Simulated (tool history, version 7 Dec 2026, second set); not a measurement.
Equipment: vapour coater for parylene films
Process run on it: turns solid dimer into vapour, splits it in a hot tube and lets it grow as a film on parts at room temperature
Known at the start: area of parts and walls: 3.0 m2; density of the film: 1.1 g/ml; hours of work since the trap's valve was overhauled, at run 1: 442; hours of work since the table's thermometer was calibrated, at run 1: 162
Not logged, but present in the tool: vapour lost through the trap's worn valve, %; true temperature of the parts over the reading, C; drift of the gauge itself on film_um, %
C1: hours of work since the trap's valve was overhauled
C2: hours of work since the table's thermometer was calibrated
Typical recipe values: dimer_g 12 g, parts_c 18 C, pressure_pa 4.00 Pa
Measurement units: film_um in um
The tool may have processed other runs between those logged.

{"run": 1, "hour": 0.0, "dimer_g": 12, "parts_c": 18, "pressure_pa": 4.0, "C1": 442, "C2": 162, "film_um": 2.31}
{"run": 2, "hour": 19.6, "dimer_g": 12, "parts_c": 18, "pressure_pa": 4.0, "C1": 452, "C2": 172, "film_um": 2.29}
{"run": 3, "hour": 49.6, "dimer_g": 12, "parts_c": 18, "pressure_pa": 4.0, "C1": 468, "C2": 188, "film_um": 2.32}
{"run": 4, "hour": 63.0, "dimer_g": 12, "parts_c": 18, "pressure_pa": 4.0, "C1": 475, "C2": 195, "film_um": 2.33}
{"run": 5, "hour": 93.5, "dimer_g": 6, "parts_c": 18, "pressure_pa": 4.0, "C1": 492, "C2": 212, "film_um": 1.17}
{"run": 6, "hour": 114.2, "dimer_g": 12, "parts_c": 18, "pressure_pa": 4.0, "C1": 503, "C2": 223, "film_um": 2.29}
{"run": 7, "hour": 130.6, "dimer_g": 8, "parts_c": 18, "pressure_pa": 4.0, "C1": 511, "C2": 231, "film_um": 1.51}
{"run": 8, "hour": 149.3, "dimer_g": 11, "parts_c": 18, "pressure_pa": 4.0, "C1": 522, "C2": 241, "film_um": 2.13}
{"run": 9, "hour": 175.7, "dimer_g": 11, "parts_c": 18, "pressure_pa": 4.0, "C1": 536, "C2": 256, "film_um": 2.1}
{"run": 10, "hour": 204.8, "dimer_g": 11, "parts_c": 18, "pressure_pa": 4.0, "C1": 551, "C2": 271, "film_um": 2.09}
{"run": 11, "hour": 229.7, "dimer_g": 15, "parts_c": 18, "pressure_pa": 4.0, "C1": 564, "C2": 284, "film_um": 2.86}
{"run": 12, "hour": 252.7, "dimer_g": 15, "parts_c": 18, "pressure_pa": 4.0, "C1": 577, "C2": 297, "film_um": 2.82}
{"run": 13, "hour": 283.9, "dimer_g": 12, "parts_c": 18, "pressure_pa": 4.0, "C1": 593, "C2": 313, "film_um": 2.24}
{"run": 14, "hour": 306.9, "dimer_g": 12, "parts_c": 18, "pressure_pa": 4.0, "C1": 606, "C2": 326, "film_um": 2.23}
{"run": 15, "hour": 338.5, "dimer_g": 12, "parts_c": 18, "pressure_pa": 2.22, "C1": 623, "C2": 343, "film_um": 2.45}
{"hour": 372.3, "done": "trap's valve overhauled"}
{"run": 16, "hour": 372.4, "dimer_g": 12, "parts_c": 18, "pressure_pa": 4.0, "C1": 0, "C2": 359, "film_um": 2.61}
{"run": 17, "hour": 396.5, "dimer_g": 12, "parts_c": 18, "pressure_pa": 4.0, "C1": 13, "C2": 371, "film_um": 2.64}
{"run": 18, "hour": 414.3, "dimer_g": 12, "parts_c": 18, "pressure_pa": 4.0, "C1": 22, "C2": 381, "film_um": 2.61}
{"run": 19, "hour": 438.4, "dimer_g": 12, "parts_c": 18, "pressure_pa": 4.0, "C1": 35, "C2": 394, "film_um": 2.6}
{"run": 20, "hour": 465.7, "dimer_g": 16, "parts_c": 18, "pressure_pa": 2.1, "C1": 50, "C2": 408, "film_um": 3.8}
{"run": 21, "hour": 480.1, "dimer_g": 16, "parts_c": 18, "pressure_pa": 2.1, "C1": 58, "C2": 416, "film_um": 3.83}
{"run": 22, "hour": 494.1, "dimer_g": 9, "parts_c": 19, "pressure_pa": 2.44, "C1": 65, "C2": 424, "film_um": 2.05}
{"run": 23, "hour": 515.0, "dimer_g": 12, "parts_c": 17, "pressure_pa": 8.2, "C1": 76, "C2": 435, "film_um": 2.35}
{"run": 24, "hour": 539.8, "dimer_g": 15, "parts_c": 12, "pressure_pa": 2.45, "C1": 90, "C2": 448, "film_um": 4.01}
{"run": 25, "hour": 563.9, "dimer_g": 12, "parts_c": 15, "pressure_pa": 6.39, "C1": 102, "C2": 461, "film_um": 2.57}
{"run": 26, "hour": 588.5, "dimer_g": 5, "parts_c": 14, "pressure_pa": 9.23, "C1": 116, "C2": 474, "film_um": 1.01}
{"run": 27, "hour": 613.8, "dimer_g": 12, "parts_c": 18, "pressure_pa": 6.25, "C1": 129, "C2": 488, "film_um": 2.38}
{"run": 28, "hour": 643.1, "dimer_g": 12, "parts_c": 16, "pressure_pa": 4.0, "C1": 145, "C2": 503, "film_um": 2.66}
{"run": 29, "hour": 672.0, "dimer_g": 9, "parts_c": 14, "pressure_pa": 2.25, "C1": 160, "C2": 519, "film_um": 2.27}
{"run": 30, "hour": 697.0, "dimer_g": 8, "parts_c": 16, "pressure_pa": 10.34, "C1": 174, "C2": 532, "film_um": 1.53}
{"run": 31, "hour": 719.4, "dimer_g": 20, "parts_c": 18, "pressure_pa": 4.0, "C1": 186, "C2": 544, "film_um": 4.15}
{"run": 32, "hour": 741.2, "dimer_g": 6, "parts_c": 11, "pressure_pa": 4.0, "C1": 197, "C2": 556, "film_um": 1.48}
{"run": 33, "hour": 759.4, "dimer_g": 20, "parts_c": 10, "pressure_pa": 3.85, "C1": 207, "C2": 566, "film_um": 5.03}
{"run": 34, "hour": 775.6, "dimer_g": 20, "parts_c": 10, "pressure_pa": 3.85, "C1": 216, "C2": 574, "film_um": 5.05}
{"run": 35, "hour": 798.3, "dimer_g": 20, "parts_c": 10, "pressure_pa": 3.85, "C1": 228, "C2": 586, "film_um": 4.99}
{"run": 36, "hour": 811.9, "dimer_g": 20, "parts_c": 10, "pressure_pa": 3.85, "C1": 235, "C2": 594, "film_um": 4.98}

Some steps in film_um, run to run, broken into two amounts with sign: the step expected even without the hidden condition (settings, incoming material, random variation), and the rest, left for the hidden condition together with whatever gauge scatter is not in both the measured and the hidden-condition-free result:
Run 4 -> 5: dimer_g 12 -> 6. film_um -1.16 um: hidden state +0.14, all else -1.30.
Run 5 -> 6: dimer_g 6 -> 12. film_um +1.12 um: hidden state -0.15, all else +1.27.
Run 15 -> 16: pressure_pa 2.22 -> 4.00, trap's valve overhauled. film_um +0.16 um: hidden state +0.43, all else -0.27.
Run 30 -> 31: dimer_g 8 -> 20, parts_c 16 -> 18, pressure_pa 10.34 -> 4.00. film_um +2.62 um: hidden state -0.10, all else +2.72.
Run 31 -> 32: dimer_g 20 -> 6, parts_c 18 -> 11. film_um -2.67 um: hidden state +0.09, all else -2.76.
Run 32 -> 33: dimer_g 6 -> 20, parts_c 11 -> 10, pressure_pa 4.00 -> 3.85. film_um +3.55 um: hidden state -0.14, all else +3.69.

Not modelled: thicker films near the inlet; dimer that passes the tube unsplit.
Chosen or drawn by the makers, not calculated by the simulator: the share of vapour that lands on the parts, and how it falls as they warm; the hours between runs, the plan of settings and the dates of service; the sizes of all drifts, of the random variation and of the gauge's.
